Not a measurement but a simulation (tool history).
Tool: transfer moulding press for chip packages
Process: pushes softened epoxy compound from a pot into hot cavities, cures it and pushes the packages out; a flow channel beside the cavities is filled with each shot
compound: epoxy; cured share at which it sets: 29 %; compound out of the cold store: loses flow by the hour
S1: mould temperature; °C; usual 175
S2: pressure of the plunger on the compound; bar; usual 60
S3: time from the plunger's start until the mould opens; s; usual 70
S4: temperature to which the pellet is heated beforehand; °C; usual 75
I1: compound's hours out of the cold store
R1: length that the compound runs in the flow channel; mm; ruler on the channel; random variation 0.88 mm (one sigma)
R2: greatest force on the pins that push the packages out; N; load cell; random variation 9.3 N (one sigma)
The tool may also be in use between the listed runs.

run	hour	S1	S2	S3	S4	I1	R1	R2
1	0	175	60	70	75	38.8	481	679
# hour 41.7: cavities cleaned with cleaning compound and waxed
# hour 54.2: plunger's sealing rings changed
2	57.3	175	60	70	75	38.8	488.8	879
3	92.5	175	60	70	75	39	486.9	977
# hour 115.2: cavities cleaned with cleaning compound and waxed
4	152	175	47.9	70	75	12	480.3	790
# hour 187.1: cavities cleaned with cleaning compound and waxed
5	189.7	175	62.2	70	75	20.9	525.1	475
# hour 241.9: plunger's sealing rings changed
6	248.1	174	60	70	75	21.1	527.3	947
# hour 261.6: cavities cleaned with cleaning compound and waxed
7	280.1	174	60	70	75	45.6	478.7	647
8	317.2	175	60	70	75	12.9	539.6	861
# hour 335.1: cavities cleaned with cleaning compound and waxed
9	359.6	175	60	70	75	11.8	538.5	673
# hour 407.5: cavities cleaned with cleaning compound and waxed
10	413.2	175	60	70	75	14.9	529.1	530
# hour 418.8: cavities cleaned with cleaning compound and waxed, once more
# hour 434.7: plunger's sealing rings changed
# hour 468.6: mould's thermocouples calibrated
11	477.8	176	60	70	75	31.1	500.2	791
# hour 493: cavities cleaned with cleaning compound and waxed
12	507	176	60	70	75	12.1	537.6	566
# hour 563.6: cavities cleaned with cleaning compound and waxed
13	567.9	180	60	70	75	17.3	514.3	425
# hour 623.7: plunger's sealing rings changed
14	633.5	178	60	59	75	24.6	512	1008
# hour 638.8: cavities cleaned with cleaning compound and waxed
15	671.1	175	60	77	77	46.1	476.3	628
# hour 708.1: cavities cleaned with cleaning compound and waxed
16	727.3	172	60	70	75	32.3	501.8	776
17	760.6	178	60	70	75	45.2	467.2	767
# hour 778.8: cavities cleaned with cleaning compound and waxed
18	793.3	175	60	62	75	22.1	514.8	780
# hour 813.5: plunger's sealing rings changed
19	822.8	175	60	62	75	15.7	535.5	1013
# hour 852.2: cavities cleaned with cleaning compound and waxed
20	872.4	175	60	62	75	27.9	510.1	818
21	908.5	177	54.7	63	82	40.6	455.9	866
# hour 926.1: cavities cleaned with cleaning compound and waxed
22	947.8	174	60	90	75	16.2	530.6	552
23	981.9	174	60	90	75	34.2	490.9	709
# hour 996.1: cavities cleaned with cleaning compound and waxed
# hour 1002.5: plunger's sealing rings changed
24	1018.8	174	60	57	74	27.5	513.6	1145
# hour 1050.6: mould's thermocouples calibrated
25	1060.6	181	60	70	75	33.1	486	731
# hour 1072: cavities cleaned with cleaning compound and waxed
26	1120.5	179	60	109	83	23.8	506.4	650

Forecast each of these 3 alternatives for the next run:
# hour 1143.8: cavities cleaned with cleaning compound and waxed
A	1181.1	183	52.2	109	69	29.5	?	?
# hour 1143.8: cavities cleaned with cleaning compound and waxed
B	1181.1	177	52.4	70	75	43.9	?	?
# hour 1143.8: cavities cleaned with cleaning compound and waxed
C	1181.1	179	49.8	109	83	45.1	?	?

run	R1	R2
A	452.7	591
B	436.1	671
C	421.2	579
Without the tool's hidden state the same runs would have given:
run	R1	R2
A	462.2	340
B	445.2	383
C	430.1	336

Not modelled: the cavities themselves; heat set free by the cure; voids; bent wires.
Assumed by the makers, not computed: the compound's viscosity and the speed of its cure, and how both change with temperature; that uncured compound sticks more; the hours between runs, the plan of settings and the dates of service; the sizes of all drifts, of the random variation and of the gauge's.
